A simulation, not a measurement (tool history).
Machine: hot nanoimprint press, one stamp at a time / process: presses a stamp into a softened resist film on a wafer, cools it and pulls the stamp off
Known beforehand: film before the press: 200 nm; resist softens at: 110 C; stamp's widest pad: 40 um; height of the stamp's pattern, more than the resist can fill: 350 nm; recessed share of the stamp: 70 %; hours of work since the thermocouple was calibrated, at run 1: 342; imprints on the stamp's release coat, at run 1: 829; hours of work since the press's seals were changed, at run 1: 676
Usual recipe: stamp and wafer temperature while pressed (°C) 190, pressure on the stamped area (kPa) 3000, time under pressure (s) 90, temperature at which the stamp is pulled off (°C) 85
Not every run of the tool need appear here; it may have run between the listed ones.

run	hour	stamp and wafer temperature while pressed (°C)	pressure on the stamped area (kPa)	time under pressure (s)	temperature at which the stamp is pulled off (°C)	hours of work since the thermocouple was calibrated	imprints on the stamp's release coat	hours of work since the press's seals were changed	resist left under the stamp's widest pad (Å)	greatest force while the stamp is pulled off (N)
1	0	190	3000	90	85	342	829	676	798	190
# hour 24.2: stamp cleaned and given a new release coat
# hour 67.5: plate thermocouple calibrated
2	68.9	190	3000	90	85	1	155	721	818	170
3	106.3	190	3000	90	89	29	294	748	811	163
4	173.3	190	1870	90	85	78	542	798	1002	174
5	217.6	199	1870	90	85	111	707	831	750	193
# hour 242.1: press's hydraulic seals changed and the load cell set to zero
6	255.1	199	1870	90	85	133	816	10	750	197
# hour 281.9: stamp cleaned and given a new release coat
# hour 289.8: plate thermocouple calibrated, once more
7	311.1	199	1870	90	85	16	97	44	688	157
8	341.4	190	3000	90	85	38	209	67	760	162
9	388.1	190	3000	90	85	73	382	102	763	175
10	449.4	190	3000	90	85	118	610	147	755	182
11	511.8	190	3000	90	85	165	841	193	769	188
# hour 532.2: stamp cleaned and given a new release coat
12	567	190	3000	90	85	201	129	230	765	161
13	605.8	190	3000	145	81	230	273	259	632	188
14	649.7	190	3000	145	81	263	436	291	646	205
15	697.8	190	3000	61	81	298	614	327	890	202
16	742.7	181	1920	154	85	332	781	360	1088	184

What does the tool deliver on the next run?
# hour 780.5: stamp cleaned and given a new release coat
17	800.6	183	2820	79	76	370	74	399	?	?

{"run 17": {"resist left under the stamp's widest pad (Å)": 1086, "greatest force while the stamp is pulled off (N)": 205}}
With no hidden state in the tool, this same run would have given resist left under the stamp's widest pad (Å) 1038, greatest force while the stamp is pulled off (N) 197.

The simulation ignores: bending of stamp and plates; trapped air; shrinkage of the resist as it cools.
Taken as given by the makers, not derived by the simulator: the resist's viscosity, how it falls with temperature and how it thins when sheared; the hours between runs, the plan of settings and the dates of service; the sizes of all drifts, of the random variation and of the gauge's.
